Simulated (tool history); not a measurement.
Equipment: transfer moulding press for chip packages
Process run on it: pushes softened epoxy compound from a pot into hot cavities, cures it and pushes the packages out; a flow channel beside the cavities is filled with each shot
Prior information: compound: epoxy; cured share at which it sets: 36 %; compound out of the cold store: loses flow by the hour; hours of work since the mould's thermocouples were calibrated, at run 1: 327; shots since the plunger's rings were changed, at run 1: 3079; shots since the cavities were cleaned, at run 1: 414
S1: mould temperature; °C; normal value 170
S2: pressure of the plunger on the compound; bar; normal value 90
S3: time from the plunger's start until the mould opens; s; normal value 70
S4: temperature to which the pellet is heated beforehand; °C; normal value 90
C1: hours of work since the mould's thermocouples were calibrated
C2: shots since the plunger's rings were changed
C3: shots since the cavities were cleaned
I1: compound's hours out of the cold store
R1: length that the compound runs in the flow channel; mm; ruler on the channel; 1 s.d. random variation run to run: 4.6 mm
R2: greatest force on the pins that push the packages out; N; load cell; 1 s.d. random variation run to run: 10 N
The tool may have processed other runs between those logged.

{"run": 1, "day": 0.0, "S1": 170, "S2": 90, "S3": 70, "S4": 90, "C1": 327, "C2": 3079, "C3": 414, "I1": 33.5, "R1": 805, "R2": 585}
{"day": 0.308, "done": "cavities cleaned with cleaning compound and waxed"}
{"run": 2, "day": 1.467, "S1": 170, "S2": 90, "S3": 70, "S4": 90, "C1": 345, "C2": 3487, "C3": 337, "I1": 24.8, "R1": 815, "R2": 578}
{"day": 2.012, "done": "cavities cleaned with cleaning compound and waxed"}
{"run": 3, "day": 3.271, "S1": 170, "S2": 90, "S3": 70, "S4": 90, "C1": 368, "C2": 3994, "C3": 367, "I1": 30.2, "R1": 792, "R2": 570}
{"day": 3.825, "done": "cavities cleaned with cleaning compound and waxed"}
{"day": 5.512, "done": "cavities cleaned with cleaning compound and waxed"}
{"run": 4, "day": 5.771, "S1": 170, "S2": 90, "S3": 70, "S4": 90, "C1": 400, "C2": 4684, "C3": 75, "I1": 20.5, "R1": 819, "R2": 521}
{"day": 7.217, "done": "cavities cleaned with cleaning compound and waxed"}
{"run": 5, "day": 7.858, "S1": 170, "S2": 90, "S3": 70, "S4": 90, "C1": 426, "C2": 5273, "C3": 186, "I1": 36.4, "R1": 767, "R2": 531}
{"day": 8.992, "done": "cavities cleaned with cleaning compound and waxed"}
{"day": 10.192, "done": "plunger's sealing rings changed"}
{"run": 6, "day": 10.512, "S1": 170, "S2": 90, "S3": 70, "S4": 90, "C1": 459, "C2": 94, "C3": 412, "I1": 44.8, "R1": 807, "R2": 574}
{"day": 10.796, "done": "cavities cleaned with cleaning compound and waxed"}
{"day": 12.646, "done": "cavities cleaned with cleaning compound and waxed"}
{"run": 7, "day": 13.275, "S1": 170, "S2": 90, "S3": 70, "S4": 90, "C1": 494, "C2": 862, "C3": 183, "I1": 19, "R1": 866, "R2": 555}
{"day": 14.308, "done": "cavities cleaned with cleaning compound and waxed"}
{"run": 8, "day": 15.108, "S1": 170, "S2": 90, "S3": 70, "S4": 90, "C1": 518, "C2": 1377, "C3": 233, "I1": 19.9, "R1": 857, "R2": 576}
{"day": 16.067, "done": "cavities cleaned with cleaning compound and waxed"}
{"day": 17.75, "done": "cavities cleaned with cleaning compound and waxed"}
{"run": 9, "day": 17.983, "S1": 170, "S2": 90, "S3": 70, "S4": 90, "C1": 554, "C2": 2176, "C3": 67, "I1": 9.1, "R1": 875, "R2": 499}
{"run": 10, "day": 19.312, "S1": 170, "S2": 90, "S3": 70, "S4": 90, "C1": 572, "C2": 2564, "C3": 455, "I1": 14.3, "R1": 851, "R2": 600}
{"day": 19.546, "done": "cavities cleaned with cleaning compound and waxed"}
{"day": 21.292, "done": "cavities cleaned with cleaning compound and waxed"}
{"run": 11, "day": 22.375, "S1": 170, "S2": 90, "S3": 70, "S4": 90, "C1": 611, "C2": 3417, "C3": 315, "I1": 42.5, "R1": 774, "R2": 546}
{"day": 22.971, "done": "mould's thermocouples calibrated"}
{"day": 23.033, "done": "cavities cleaned with cleaning compound and waxed"}
{"day": 24.804, "done": "cavities cleaned with cleaning compound and waxed"}
{"run": 12, "day": 25.383, "S1": 170, "S2": 90, "S3": 70, "S4": 90, "C1": 30, "C2": 4232, "C3": 168, "I1": 39.7, "R1": 765, "R2": 531}
{"day": 26.492, "done": "cavities cleaned with cleaning compound and waxed"}
{"day": 28.192, "done": "cavities cleaned with cleaning compound and waxed"}
{"run": 13, "day": 28.192, "S1": 170, "S2": 90, "S3": 70, "S4": 90, "C1": 66, "C2": 5014, "C3": 0, "I1": 46.9, "R1": 739, "R2": 464}
{"run": 14, "day": 29.675, "S1": 170, "S2": 68.6, "S3": 68, "S4": 90, "C1": 85, "C2": 5445, "C3": 431, "I1": 27.1, "R1": 690, "R2": 613}
{"day": 29.925, "done": "cavities cleaned with cleaning compound and waxed"}
{"day": 31.325, "done": "plunger's sealing rings changed"}
{"day": 31.921, "done": "cavities cleaned with cleaning compound and waxed"}
{"run": 15, "day": 32.321, "S1": 170, "S2": 68.6, "S3": 59, "S4": 82, "C1": 117, "C2": 272, "C3": 116, "I1": 43.8, "R1": 701, "R2": 738}
{"day": 33.579, "done": "cavities cleaned with cleaning compound and waxed"}
{"run": 16, "day": 33.738, "S1": 164, "S2": 88.1, "S3": 54, "S4": 86, "C1": 135, "C2": 665, "C3": 45, "I1": 32.9, "R1": 852, "R2": 1242}
{"day": 35.338, "done": "cavities cleaned with cleaning compound and waxed"}
{"run": 17, "day": 36.517, "S1": 164, "S2": 88.1, "S3": 54, "S4": 86, "C1": 171, "C2": 1456, "C3": 343, "I1": 44, "R1": 805, "R2": 1489}
{"day": 36.996, "done": "cavities cleaned with cleaning compound and waxed"}
{"day": 38.762, "done": "cavities cleaned with cleaning compound and waxed"}
{"run": 18, "day": 38.908, "S1": 170, "S2": 108, "S3": 54, "S4": 96, "C1": 201, "C2": 2115, "C3": 42, "I1": 11.9, "R1": 945, "R2": 851}
{"day": 40.529, "done": "cavities cleaned with cleaning compound and waxed"}
{"run": 19, "day": 40.788, "S1": 170, "S2": 108, "S3": 54, "S4": 96, "C1": 225, "C2": 2644, "C3": 76, "I1": 10.1, "R1": 955, "R2": 933}
{"day": 42.279, "done": "cavities cleaned with cleaning compound and waxed"}
{"run": 20, "day": 43.838, "S1": 168, "S2": 88.4, "S3": 89, "S4": 96, "C1": 265, "C2": 3513, "C3": 453, "I1": 29.6, "R1": 802, "R2": 471}
{"day": 44.162, "done": "cavities cleaned with cleaning compound and waxed"}
{"day": 45.908, "done": "cavities cleaned with cleaning compound and waxed"}
{"run": 21, "day": 46.838, "S1": 168, "S2": 88.4, "S3": 89, "S4": 96, "C1": 303, "C2": 4349, "C3": 271, "I1": 23.1, "R1": 803, "R2": 470}
{"day": 47.621, "done": "cavities cleaned with cleaning compound and waxed"}
{"run": 22, "day": 48.25, "S1": 177, "S2": 85.2, "S3": 65, "S4": 99, "C1": 321, "C2": 4741, "C3": 182, "I1": 20.5, "R1": 755, "R2": 436}
{"day": 49.333, "done": "cavities cleaned with cleaning compound and waxed"}
{"day": 51.05, "done": "cavities cleaned with cleaning compound and waxed"}
{"run": 23, "day": 51.254, "S1": 177, "S2": 86.6, "S3": 79, "S4": 99, "C1": 359, "C2": 5579, "C3": 60, "I1": 39.5, "R1": 704, "R2": 380}
{"day": 52.433, "done": "plunger's sealing rings changed"}
{"day": 52.896, "done": "cavities cleaned with cleaning compound and waxed"}
{"run": 24, "day": 53.375, "S1": 164, "S2": 69.4, "S3": 79, "S4": 86, "C1": 385, "C2": 256, "C3": 139, "I1": 47.8, "R1": 725, "R2": 600}
{"day": 54.671, "done": "cavities cleaned with cleaning compound and waxed"}
{"run": 25, "day": 55.075, "S1": 178, "S2": 90, "S3": 70, "S4": 83, "C1": 406, "C2": 733, "C3": 118, "I1": 17.9, "R1": 841, "R2": 421}

3 ways to go on from here, each from the tool as it stands after run 25. What would each give?
{"day": 56.442, "done": "cavities cleaned with cleaning compound and waxed"}
{"run": "A", "day": 57.325, "S1": 178, "S2": 72.3, "S3": 70, "S4": 88, "C1": 435, "C2": 1369, "C3": 256, "I1": 21.5, "R1": "?", "R2": "?"}
{"day": 56.442, "done": "cavities cleaned with cleaning compound and waxed"}
{"run": "B", "day": 57.325, "S1": 169, "S2": 106.8, "S3": 70, "S4": 83, "C1": 435, "C2": 1369, "C3": 256, "I1": 20.2, "R1": "?", "R2": "?"}
{"day": 56.442, "done": "cavities cleaned with cleaning compound and waxed"}
{"run": "C", "day": 57.325, "S1": 178, "S2": 90, "S3": 74, "S4": 83, "C1": 435, "C2": 1369, "C3": 256, "I1": 32.4, "R1": "?", "R2": "?"}

run=A R1=738 R2=446
run=B R1=941 R2=613
run=C R1=795 R2=427
Without the tool's unlogged condition, the same runs would have read:
run=A R1=751 R2=372
run=B R1=957 R2=496
run=C R1=809 R2=356

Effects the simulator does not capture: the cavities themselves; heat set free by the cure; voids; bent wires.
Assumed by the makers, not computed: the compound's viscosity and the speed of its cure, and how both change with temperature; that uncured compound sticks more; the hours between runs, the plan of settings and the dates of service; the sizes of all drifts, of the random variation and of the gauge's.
